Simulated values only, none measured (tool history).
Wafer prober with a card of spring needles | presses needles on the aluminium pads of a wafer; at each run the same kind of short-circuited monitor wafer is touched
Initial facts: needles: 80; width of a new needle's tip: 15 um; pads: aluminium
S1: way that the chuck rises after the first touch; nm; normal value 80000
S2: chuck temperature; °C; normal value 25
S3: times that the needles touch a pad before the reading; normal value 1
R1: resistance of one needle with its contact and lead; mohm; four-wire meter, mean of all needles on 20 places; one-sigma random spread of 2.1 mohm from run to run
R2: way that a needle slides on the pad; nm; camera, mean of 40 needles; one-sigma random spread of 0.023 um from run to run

Run 1, hour 0: usual settings. Result: R1 228 mohm, R2 14840 nm.
Run 2, hour 7: usual settings. Result: R1 252 mohm, R2 14840 nm.
Run 3, hour 14.6: usual settings. Result: R1 270 mohm, R2 14860 nm.
At hour 17.3: tips cleaned on abrasive film.
Run 4, hour 25.1: usual settings but S3 2. Result: R1 246 mohm, R2 14800 nm.
At hour 34.6: tips cleaned on abrasive film.
Run 5, hour 39: usual settings but S3 2. Result: R1 242 mohm, R2 14740 nm.
At hour 51.7: tips cleaned on abrasive film.
Run 6, hour 53.1: usual settings but S3 2. Result: R1 236 mohm, R2 14830 nm.
Run 7, hour 61.2: usual settings but S3 2. Result: R1 249 mohm, R2 14760 nm.
At hour 68.9: tips cleaned on abrasive film.
Run 8, hour 70.7: usual settings but S2 62 °C. Result: R1 243 mohm, R2 14790 nm.
Run 9, hour 84: usual settings but S2 62 °C. Result: R1 278 mohm, R2 14790 nm.
At hour 86.2: tips cleaned on abrasive film.
Run 10, hour 91.6: usual settings but S1 90000 nm, S2 62 °C. Result: R1 254 mohm, R2 16580 nm.
Run 11, hour 102.7: usual settings but S1 90000 nm, S2 62 °C. Result: R1 273 mohm, R2 16570 nm.
At hour 103.8: tips cleaned on abrasive film.
Run 12, hour 110.4: usual settings but S1 90000 nm, S2 62 °C. Result: R1 256 mohm, R2 16580 nm.
Run 13, hour 120.1: usual settings. Result: R1 274 mohm, R2 14720 nm.
At hour 121.6: tips cleaned on abrasive film.
Run 14, hour 132.6: usual settings. Result: R1 271 mohm, R2 14720 nm.
At hour 138.5: tips cleaned on abrasive film.
Run 15, hour 139.8: usual settings but S1 81000 nm. Result: R1 237 mohm, R2 14850 nm.
Run 16, hour 148.1: usual settings but S1 81000 nm. Result: R1 261 mohm, R2 14850 nm.
At hour 149.3: height of the first contact set anew.
At hour 156.3: tips cleaned on abrasive film.
Run 17, hour 158: usual settings. Result: R1 236 mohm, R2 14550 nm.
Run 18, hour 167.6: usual settings. Result: R1 267 mohm, R2 14510 nm.
At hour 173.5: tips cleaned on abrasive film.
Run 19, hour 178.9: usual settings but S2 35 °C, S3 2. Result: R1 243 mohm, R2 14530 nm.
At hour 190.6: tips cleaned on abrasive film.
Run 20, hour 193.1: usual settings but S2 35 °C, S3 2. Result: R1 240 mohm, R2 14510 nm.
Run 21, hour 203.3: usual settings but S2 35 °C, S3 2. Result: R1 260 mohm, R2 14460 nm.
At hour 208.4: tips cleaned on abrasive film.
Run 22, hour 218.8: usual settings but S1 66000 nm, S2 50 °C. Result: R1 285 mohm, R2 11870 nm.
At hour 225.2: tips cleaned on abrasive film.
At hour 227.8: height of the first contact set anew, once more.
Run 23, hour 228.8: usual settings but S1 74000 nm, S2 107 °C, S3 2. Result: R1 258 mohm, R2 13770 nm.
Run 24, hour 241.2: usual settings but S2 55 °C. Result: R1 279 mohm, R2 14910 nm.
At hour 243.3: tips cleaned on abrasive film.
Run 25, hour 252.1: usual settings but S1 94000 nm, S2 39 °C, S3 3. Result: R1 237 mohm, R2 17490 nm.
At hour 261: tips cleaned on abrasive film.
Run 26, hour 263.2: usual settings but S2 92 °C, S3 2. Result: R1 249 mohm, R2 14890 nm.
At hour 277.9: tips cleaned on abrasive film.
Run 27, hour 279: usual settings but S2 79 °C. Result: R1 246 mohm, R2 14840 nm.
Run 28, hour 288.7: usual settings but S1 77000 nm, S2 69 °C. Result: R1 277 mohm, R2 14290 nm.
At hour 294.7: tips cleaned on abrasive film.
Run 29, hour 298.9: usual settings but S2 60 °C. Result: R1 253 mohm, R2 14860 nm.
Run 30, hour 309: usual settings but S3 3. Result: R1 240 mohm, R2 14860 nm.
At hour 311.6: tips cleaned on abrasive film.
Run 31, hour 317.9: usual settings but S3 3. Result: R1 236 mohm, R2 14840 nm.
At hour 329.2: tips cleaned on abrasive film.
Run 32, hour 331.1: usual settings but S1 96000 nm, S2 82 °C. Result: R1 245 mohm, R2 17860 nm.
Run 33, hour 344.9: usual settings but S1 71000 nm, S2 79 °C, S3 2. Result: R1 273 mohm, R2 13180 nm.
At hour 346.3: tips cleaned on abrasive film.
Run 34, hour 359.5: usual settings but S2 37 °C, S3 3. Result: R1 242 mohm, R2 14790 nm.

Same runs, no hidden state in the tool, same run-to-run variation:
What the log doesn't record here: debris on the tips, nm; way that the needles fall short of the set height, um; tips' diameter, um; drift of the gauge itself on contact_mohm, %; drift of the gauge itself on scrub_um, %.
run   R1     R2
  1  225  14930
  2  224  14930
  3  226  14950
  4  227  14900
  5  229  14860
  6  228  14970
  7  227  14910
  8  231  14940
  9  234  14950
 10  235  16760
 11  236  16750
 12  234  16770
 13  227  14920
 14  230  14930
 15  226  15080
 16  225  15070
 17  224  14910
 18  226  14870
 19  227  14910
 20  229  14900
 21  234  14850
 22  234  12280
 23  248  13770
 24  235  14910
 25  227  17500
 26  242  14930
 27  236  14900
 28  238  14350
 29  234  14920
 30  224  14920
 31  226  14920
 32  237  17960
 33  242  13290
 34  226  14910
